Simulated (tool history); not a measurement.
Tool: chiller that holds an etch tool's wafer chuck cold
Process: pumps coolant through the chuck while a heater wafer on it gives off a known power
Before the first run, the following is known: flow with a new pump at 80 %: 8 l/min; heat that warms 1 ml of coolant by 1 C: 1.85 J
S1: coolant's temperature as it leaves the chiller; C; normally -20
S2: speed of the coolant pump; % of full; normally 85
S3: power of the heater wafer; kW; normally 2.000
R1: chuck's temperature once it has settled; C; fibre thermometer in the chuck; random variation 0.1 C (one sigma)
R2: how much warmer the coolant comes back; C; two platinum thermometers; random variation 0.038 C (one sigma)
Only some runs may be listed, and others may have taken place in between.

| run | hour | S1 | S2 | S3 | R1 | R2 |
|---|---|---|---|---|---|---|
| 1 | 0.0 | -20 | 85 | 2.000 | -3.7 | 8.05 |
| 2 | 94.2 | -20 | 85 | 2.000 | -3.5 | 8.10 |
|  | 129.2 | chiller's thermometer calibrated |
| 3 | 281.1 | -20 | 87 | 2.000 | -3.9 | 7.96 |
| 4 | 447.6 | -20 | 87 | 2.000 | -3.9 | 7.97 |
| 5 | 528.0 | -20 | 85 | 2.000 | -3.5 | 8.21 |
| 6 | 688.0 | -20 | 85 | 2.000 | -3.5 | 8.28 |
| 7 | 766.2 | -28 | 85 | 2.000 | -11.3 | 8.26 |
| 8 | 938.2 | -20 | 69 | 2.000 | -0.1 | 10.56 |
| 9 | 1093.1 | -20 | 85 | 2.000 | -3.2 | 8.34 |
| 10 | 1240.8 | -20 | 85 | 2.000 | -3.0 | 8.35 |
| 11 | 1391.4 | -20 | 85 | 2.000 | -2.8 | 8.37 |
| 12 | 1541.8 | -20 | 85 | 2.000 | -2.7 | 8.44 |
| 13 | 1693.0 | -29 | 85 | 2.000 | -11.6 | 8.49 |
| 14 | 1794.7 | -29 | 85 | 2.000 | -11.5 | 8.52 |
|  | 1817.4 | coolant pump overhauled |
| 15 | 1978.4 | -29 | 85 | 2.000 | -10.5 | 9.20 |
| 16 | 2111.7 | -19 | 73 | 1.173 | -6.8 | 6.46 |
| 17 | 2221.8 | -23 | 69 | 2.968 | 9.7 | 17.42 |
| 18 | 2327.7 | -12 | 60 | 2.968 | 24.6 | 20.56 |
|  | 2469.4 | coolant pump overhauled, once more |
| 19 | 2488.0 | -27 | 90 | 1.067 | -18.5 | 3.80 |
| 20 | 2569.4 | -29 | 85 | 1.258 | -18.6 | 4.82 |
| 21 | 2715.2 | -29 | 85 | 1.258 | -18.4 | 4.82 |
|  | 2735.7 | coolant changed, channels flushed |
| 22 | 2892.8 | -29 | 85 | 1.258 | -19.4 | 4.79 |
| 23 | 3049.8 | -20 | 85 | 1.769 | -6.5 | 6.89 |

Consider 3 possible next runs. They are alternatives, not a sequence: every one starts from the tool as it was left by run 23. What does each give?
| A | 3193.6 | -30 | 85 | 2.896 | ? | ? |
| B | 3193.6 | -24 | 85 | 1.769 | ? | ? |
| C | 3193.6 | -20 | 60 | 1.532 | ? | ? |

| run | R1 | R2 |
|---|---|---|
| A | -8.0 | 11.19 |
| B | -10.6 | 6.88 |
| C | -4.4 | 8.80 |
With the hidden condition removed and each run's random variation left untouched, the same runs would have given:
| run | R1 | R2 |
|---|---|---|
| A | -8.7 | 10.96 |
| B | -11.0 | 6.74 |
| C | -5.0 | 8.63 |
